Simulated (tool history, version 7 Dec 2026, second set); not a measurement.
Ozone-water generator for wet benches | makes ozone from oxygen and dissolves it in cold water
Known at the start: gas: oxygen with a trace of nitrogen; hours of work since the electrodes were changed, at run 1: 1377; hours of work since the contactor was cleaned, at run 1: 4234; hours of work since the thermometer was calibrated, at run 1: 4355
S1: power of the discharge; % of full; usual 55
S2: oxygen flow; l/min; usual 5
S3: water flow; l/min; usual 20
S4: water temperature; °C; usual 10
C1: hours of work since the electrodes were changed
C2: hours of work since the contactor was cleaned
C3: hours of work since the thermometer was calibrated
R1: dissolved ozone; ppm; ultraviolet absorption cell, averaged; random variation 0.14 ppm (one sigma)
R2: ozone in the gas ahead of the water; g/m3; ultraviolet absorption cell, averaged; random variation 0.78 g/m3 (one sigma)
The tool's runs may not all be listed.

| run | day | S1 | S2 | S3 | S4 | C1 | C2 | C3 | R1 | R2 |
|---|---|---|---|---|---|---|---|---|---|---|
| 1 | 0 | 55 | 5 | 20 | 10 | 1377 | 4234 | 4355 | 15.4 | 120.1 |
| 2 | 1.817 | 81 | 5 | 20 | 10 | 1409 | 4266 | 4387 | 21.9 | 172.9 |
| 3 | 3.483 | 55 | 5 | 20 | 10 | 1439 | 4295 | 4416 | 15.2 | 121.6 |
| 4 | 5.554 | 55 | 5 | 17 | 10 | 1475 | 4332 | 4453 | 17.5 | 121.7 |
| 5 | 7.162 | 55 | 5 | 17 | 10 | 1503 | 4360 | 4481 | 17.4 | 119.7 |
| 6 | 8.612 | 55 | 5 | 20 | 8 | 1529 | 4385 | 4506 | 16 | 119.9 |
| 7 | 10.888 | 78 | 5 | 20 | 8 | 1569 | 4425 | 4546 | 21.8 | 166.7 |
| 8 | 12.588 | 55 | 5 | 20 | 10 | 1598 | 4455 | 4576 | 15.3 | 121.5 |
| 9 | 14.888 | 55 | 5 | 20 | 10 | 1639 | 4496 | 4616 | 15.6 | 119.5 |
| 10 | 16.433 | 81 | 5 | 16 | 10 | 1666 | 4523 | 4644 | 26.4 | 173.1 |
| 11 | 17.458 | 81 | 5 | 16 | 10 | 1684 | 4541 | 4662 | 26.3 | 173.2 |
| 12 | 19.554 | 62 | 3.2 | 19 | 16 | 1721 | 4577 | 4698 | 16.6 | 177.9 |
| 13 | 21.038 | 51 | 2.89 | 16 | 10 | 1747 | 4603 | 4724 | 17.1 | 158.7 |
| 14 | 22.354 | 51 | 2.89 | 16 | 10 | 1770 | 4627 | 4748 | 17 | 158.4 |
| 15 | 23.442 | 55 | 5.89 | 19 | 9 | 1789 | 4646 | 4767 | 16 | 108.5 |
| 16 | 25.638 | 55 | 5.89 | 19 | 9 | 1827 | 4684 | 4805 | 15.8 | 109.4 |
| 17 | 26.962 | 55 | 5.89 | 19 | 9 | 1851 | 4707 | 4828 | 15.9 | 106.5 |

Forecast each of these 5 alternatives for the next run:
| A | 28.521 | 88 | 5 | 20 | 8 | 1878 | 4735 | 4856 | ? | ? |
| B | 28.521 | 46 | 5.7 | 13 | 10 | 1878 | 4735 | 4856 | ? | ? |
| C | 28.521 | 46 | 5.89 | 20 | 11 | 1878 | 4735 | 4856 | ? | ? |
| D | 28.521 | 55 | 5 | 20 | 17 | 1878 | 4735 | 4856 | ? | ? |
| E | 28.521 | 55 | 4.29 | 14 | 10 | 1878 | 4735 | 4856 | ? | ? |

| run | R1 | R2 |
|---|---|---|
| A | 24.5 | 188.5 |
| B | 17.5 | 94.3 |
| C | 12.7 | 91.5 |
| D | 14.2 | 121.2 |
| E | 20.2 | 133.4 |
Without the tool's hidden state the same runs would have given:
| run | R1 | R2 |
|---|---|---|
| A | 24.5 | 188.7 |
| B | 17.5 | 94.3 |
| C | 12.7 | 91.6 |
| D | 14.3 | 121.3 |
| E | 20.2 | 133.5 |
